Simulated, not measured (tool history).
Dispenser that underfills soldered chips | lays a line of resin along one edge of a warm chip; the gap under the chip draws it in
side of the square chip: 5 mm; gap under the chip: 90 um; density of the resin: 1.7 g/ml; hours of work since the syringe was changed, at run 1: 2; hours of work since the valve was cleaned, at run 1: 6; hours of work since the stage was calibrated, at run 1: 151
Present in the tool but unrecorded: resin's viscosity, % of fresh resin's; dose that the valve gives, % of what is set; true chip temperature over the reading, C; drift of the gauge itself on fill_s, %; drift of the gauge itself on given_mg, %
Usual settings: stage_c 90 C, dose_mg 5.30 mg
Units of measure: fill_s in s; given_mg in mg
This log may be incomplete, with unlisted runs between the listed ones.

run,hour,stage_c,dose_mg,hours of work since the syringe was changed,hours of work since the valve was cleaned,hours of work since the stage was calibrated,fill_s,given_mg
1,0.0,90,5.30,2,6,151,6.0,5.29
# hour 10.9: new syringe of resin
2,10.9,90,5.30,0,13,157,5.4,5.31
3,17.1,90,5.30,4,16,161,6.7,5.28
# hour 25.0: new syringe of resin
4,26.2,90,5.30,1,22,167,5.9,5.26
5,35.0,90,6.71,6,27,172,7.7,6.64
# hour 39.3: new syringe of resin
6,41.0,90,5.30,1,30,175,6.1,5.27
7,51.2,90,5.30,7,37,181,8.8,5.24
# hour 54.1: new syringe of resin
8,61.7,90,5.30,5,43,188,7.3,5.23
# hour 68.3: new syringe of resin
9,70.9,90,5.30,2,48,193,6.2,5.21
# hour 82.3: new syringe of resin
10,83.2,102,5.30,1,56,200,3.8,5.20
11,90.8,90,5.30,5,60,205,7.9,5.18
# hour 96.2: new syringe of resin
# hour 102.3: dispensing valve cleaned and set on the balance
12,105.5,90,5.30,5,2,213,8.0,5.31
# hour 111.6: new syringe of resin
13,114.1,90,5.07,1,7,218,6.2,5.05
14,121.0,90,5.07,6,11,222,8.2,5.04
# hour 125.6: new syringe of resin
15,135.7,90,5.07,6,20,231,7.7,5.02
# hour 139.8: new syringe of resin
16,144.0,90,5.07,3,25,236,6.7,5.01
# hour 153.8: new syringe of resin
17,154.7,90,5.30,1,31,242,6.4,5.21
18,161.7,82,5.30,5,35,246,11.3,5.23
# hour 168.5: new syringe of resin
19,173.6,82,5.30,3,42,253,10.6,5.21
20,181.3,82,5.30,8,47,258,13.7,5.18
# hour 182.3: new syringe of resin
21,194.4,82,5.30,7,55,266,13.7,5.15
# hour 196.0: new syringe of resin
22,202.7,102,6.63,4,60,271,4.1,6.45
# hour 210.8: new syringe of resin
# hour 214.9: dispensing valve cleaned and set on the balance
23,215.8,94,4.66,2,1,278,5.7,4.64
24,222.3,94,4.66,6,4,282,7.5,4.64
# hour 225.8: new syringe of resin
25,231.3,90,5.42,3,10,287,7.3,5.38
# hour 239.6: new syringe of resin
26,245.8,94,5.80,4,18,296,6.0,5.73
27,252.6,94,5.80,8,22,300,7.0,5.72
# hour 253.6: new syringe of resin
28,262.5,78,5.56,5,28,305,14.1,5.49
# hour 267.8: new syringe of resin
29,272.7,84,5.25,3,34,311,9.5,5.17
30,278.6,90,5.81,7,38,315,8.5,5.68
# hour 281.7: new syringe of resin
# hour 292.8: stage's temperature calibrated
31,294.0,90,5.81,7,46,1,8.3,5.64
# hour 296.7: new syringe of resin
32,305.2,99,6.34,5,53,7,5.0,6.17
# hour 310.5: new syringe of resin
33,316.9,93,5.73,4,60,14,5.7,5.56
# hour 324.8: new syringe of resin
34,326.8,76,5.86,1,66,20,11.2,5.67
# hour 328.6: dispensing valve cleaned and set on the balance
# hour 340.1: new syringe of resin
35,340.5,76,5.86,0,7,28,10.7,5.83

Predict each of these 4 candidate next runs independently; none follows another, all start after run 35:
A,346.7,90,5.89,4,11,31,?,?
B,346.7,91,5.39,4,11,31,?,?
C,346.7,101,5.30,4,11,31,?,?
D,346.7,79,4.93,4,11,31,?,?

run,fill_s,given_mg
A,6.5,5.85
B,7.0,5.37
C,3.7,5.26
D,11.7,4.89
Without the tool's hidden state the same runs would have given:
run,fill_s,given_mg
A,5.0,5.88
B,5.6,5.40
C,2.8,5.29
D,9.1,4.92

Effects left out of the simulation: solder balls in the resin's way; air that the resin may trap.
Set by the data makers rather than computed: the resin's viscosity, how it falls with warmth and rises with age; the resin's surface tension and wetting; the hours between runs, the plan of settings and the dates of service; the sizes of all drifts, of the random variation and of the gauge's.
